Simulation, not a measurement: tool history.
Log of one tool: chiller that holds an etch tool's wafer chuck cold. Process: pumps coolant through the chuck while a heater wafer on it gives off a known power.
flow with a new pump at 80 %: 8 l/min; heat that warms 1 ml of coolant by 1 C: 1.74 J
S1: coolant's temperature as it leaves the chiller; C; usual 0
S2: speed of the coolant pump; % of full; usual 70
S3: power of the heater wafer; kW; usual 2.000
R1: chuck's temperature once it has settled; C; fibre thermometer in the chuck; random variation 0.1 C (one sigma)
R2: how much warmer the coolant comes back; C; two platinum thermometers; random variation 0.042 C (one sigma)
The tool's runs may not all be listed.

| run | hour | S1 | S2 | S3 | R1 | R2 |
|---|---|---|---|---|---|---|
| 1 | 0.0 | 0 | 70 | 2.000 | 16.4 | 10.01 |
| 2 | 117.1 | 0 | 70 | 2.000 | 16.3 | 9.88 |
| 3 | 177.2 | 0 | 70 | 2.000 | 16.4 | 10.02 |
| 4 | 286.8 | 0 | 70 | 2.000 | 16.3 | 10.01 |
| 5 | 352.2 | 0 | 70 | 2.000 | 16.4 | 10.06 |
| 6 | 477.7 | 0 | 70 | 2.000 | 16.4 | 10.24 |
| 7 | 549.4 | -5 | 70 | 2.000 | 11.3 | 10.26 |
| 8 | 636.2 | -5 | 70 | 2.000 | 11.3 | 10.13 |
| 9 | 707.4 | -5 | 70 | 2.000 | 11.4 | 10.26 |
| 10 | 812.6 | -5 | 70 | 2.000 | 11.5 | 10.30 |
| 11 | 887.8 | -5 | 70 | 2.000 | 11.3 | 10.36 |
| 12 | 955.4 | -5 | 70 | 2.000 | 11.3 | 10.39 |
| 13 | 1071.3 | 0 | 70 | 2.000 | 16.3 | 10.45 |
|  | 1128.1 | gauge calibrated |
| 14 | 1128.1 | 0 | 70 | 2.000 | 16.4 | 9.91 |
| 15 | 1214.1 | 0 | 92 | 1.297 | 8.1 | 4.86 |
| 16 | 1318.0 | 2 | 70 | 2.000 | 18.4 | 10.11 |
| 17 | 1438.8 | 0 | 92 | 1.758 | 11.2 | 6.62 |
| 18 | 1517.6 | 0 | 92 | 1.758 | 11.0 | 6.66 |
| 19 | 1604.2 | 0 | 91 | 1.223 | 7.7 | 4.78 |
| 20 | 1661.8 | -6 | 68 | 1.223 | 4.1 | 6.50 |
| 21 | 1785.5 | -6 | 68 | 1.962 | 10.6 | 10.40 |
| 22 | 1839.5 | -3 | 96 | 2.300 | 10.8 | 8.46 |
| 23 | 1897.1 | -3 | 96 | 2.300 | 10.8 | 8.44 |
| 24 | 1949.0 | -4 | 81 | 2.632 | 14.6 | 11.46 |
| 25 | 2013.2 | -2 | 70 | 2.383 | 17.5 | 12.29 |
| 26 | 2090.9 | -2 | 75 | 1.296 | 8.0 | 6.45 |
| 27 | 2199.0 | -2 | 75 | 1.296 | 7.9 | 6.45 |
| 28 | 2287.4 | -2 | 75 | 1.296 | 8.0 | 6.49 |

4 ways to go on from here, each from the tool as it stands after run 28. What would each give?
| A | 2362.3 | -5 | 77 | 1.043 | ? | ? |
| B | 2362.3 | -5 | 82 | 1.833 | ? | ? |
| C | 2362.3 | 7 | 91 | 1.434 | ? | ? |
| D | 2362.3 | -1 | 61 | 1.811 | ? | ? |

| run | R1 | R2 |
|---|---|---|
| A | 2.8 | 5.25 |
| B | 7.9 | 8.25 |
| C | 16.1 | 5.92 |
| D | 15.9 | 11.04 |
Without the tool's hidden state the same runs would have given:
| run | R1 | R2 |
|---|---|---|
| A | 2.8 | 4.71 |
| B | 7.9 | 7.71 |
| C | 16.1 | 5.38 |
| D | 15.9 | 10.50 |
